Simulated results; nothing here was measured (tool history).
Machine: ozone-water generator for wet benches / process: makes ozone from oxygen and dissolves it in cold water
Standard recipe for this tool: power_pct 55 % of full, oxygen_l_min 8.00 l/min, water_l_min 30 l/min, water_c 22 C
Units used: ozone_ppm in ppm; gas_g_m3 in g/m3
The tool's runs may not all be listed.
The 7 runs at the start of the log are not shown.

| run | hour | power_pct | oxygen_l_min | water_l_min | water_c | hours of work since the electrodes were changed | hours of work since the contactor was cleaned | hours of work since the thermometer was calibrated | ozone_ppm | gas_g_m3 |
|---|---|---|---|---|---|---|---|---|---|---|
| 8 | 784.8 | 55 | 8.00 | 30 | 25 | 2231 | 8042 | 1299 | 19.0 | 177.1 |
| 9 | 857.3 | 55 | 8.00 | 30 | 25 | 2287 | 8098 | 1355 | 19.3 | 177.2 |
| 10 | 968.5 | 55 | 8.00 | 30 | 22 | 2373 | 8183 | 1440 | 20.1 | 177.9 |
| 11 | 1043.8 | 55 | 8.00 | 30 | 22 | 2431 | 8241 | 1498 | 19.9 | 175.5 |
| 12 | 1168.5 | 55 | 8.00 | 29 | 22 | 2527 | 8337 | 1595 | 20.6 | 174.6 |
| 13 | 1314.7 | 55 | 8.00 | 29 | 22 | 2640 | 8450 | 1707 | 20.5 | 176.1 |
| 14 | 1474.1 | 55 | 8.00 | 30 | 28 | 2763 | 8573 | 1830 | 18.1 | 175.9 |
| 15 | 1547.0 | 55 | 8.00 | 30 | 28 | 2819 | 8629 | 1886 | 18.3 | 175.7 |
|  | 1662.4 | contactor cleaned |
| 16 | 1669.6 | 55 | 8.00 | 30 | 28 | 2910 | 6 | 1978 | 18.5 | 174.8 |
| 17 | 1747.3 | 43 | 8.00 | 30 | 20 | 2970 | 66 | 2038 | 17.2 | 143.5 |
| 18 | 1893.5 | 43 | 8.00 | 30 | 20 | 3083 | 178 | 2150 | 17.1 | 144.0 |
| 19 | 2008.7 | 43 | 8.00 | 29 | 20 | 3172 | 267 | 2239 | 17.5 | 145.3 |
| 20 | 2098.4 | 77 | 5.65 | 30 | 15 | 3241 | 336 | 2308 | 27.8 | 263.5 |
| 21 | 2218.4 | 71 | 5.65 | 25 | 15 | 3333 | 429 | 2401 | 29.4 | 248.4 |
| 22 | 2379.8 | 90 | 8.86 | 30 | 22 | 3458 | 553 | 2525 | 30.2 | 246.8 |
| 23 | 2475.6 | 90 | 8.86 | 30 | 22 | 3532 | 627 | 2599 | 30.1 | 245.4 |
| 24 | 2640.4 | 44 | 14.05 | 33 | 16 | 3659 | 754 | 2726 | 18.1 | 113.3 |
| 25 | 2791.5 | 77 | 9.13 | 31 | 18 | 3775 | 870 | 2843 | 27.6 | 215.3 |
| 26 | 2894.1 | 70 | 5.67 | 21 | 18 | 3854 | 950 | 2922 | 31.2 | 242.2 |
| 27 | 2968.6 | 70 | 5.67 | 35 | 18 | 3912 | 1007 | 2979 | 21.8 | 241.9 |
|  | 2976.1 | gauge calibrated |
| 28 | 3131.4 | 70 | 5.67 | 35 | 18 | 4037 | 1132 | 3105 | 21.9 | 251.2 |
| 29 | 3225.1 | 55 | 8.00 | 39 | 17 | 4109 | 1205 | 3177 | 17.9 | 175.7 |
| 30 | 3367.3 | 57 | 8.00 | 30 | 21 | 4219 | 1314 | 3287 | 20.8 | 181.8 |
| 31 | 3479.9 | 57 | 8.00 | 30 | 21 | 4306 | 1401 | 3373 | 20.8 | 182.1 |
| 32 | 3635.0 | 57 | 8.00 | 30 | 21 | 4425 | 1521 | 3493 | 20.8 | 184.1 |

4 ways to go on from here, each from the tool as it stands after run 32. What would each give?
| A | 3712.0 | 55 | 4.16 | 41 | 21 | 4485 | 1580 | 3552 | ? | ? |
| B | 3712.0 | 57 | 8.00 | 18 | 21 | 4485 | 1580 | 3552 | ? | ? |
| C | 3712.0 | 69 | 8.00 | 30 | 22 | 4485 | 1580 | 3552 | ? | ? |
| D | 3712.0 | 57 | 8.00 | 30 | 19 | 4485 | 1580 | 3552 | ? | ? |

| run | ozone_ppm | gas_g_m3 |
|---|---|---|
| A | 14.0 | 233.9 |
| B | 28.3 | 181.2 |
| C | 24.6 | 212.4 |
| D | 21.9 | 180.6 |
Without the tool's hidden state the same runs would have given:
| run | ozone_ppm | gas_g_m3 |
|---|---|---|
| A | 14.0 | 235.8 |
| B | 28.3 | 182.7 |
| C | 24.6 | 214.3 |
| D | 21.9 | 182.1 |
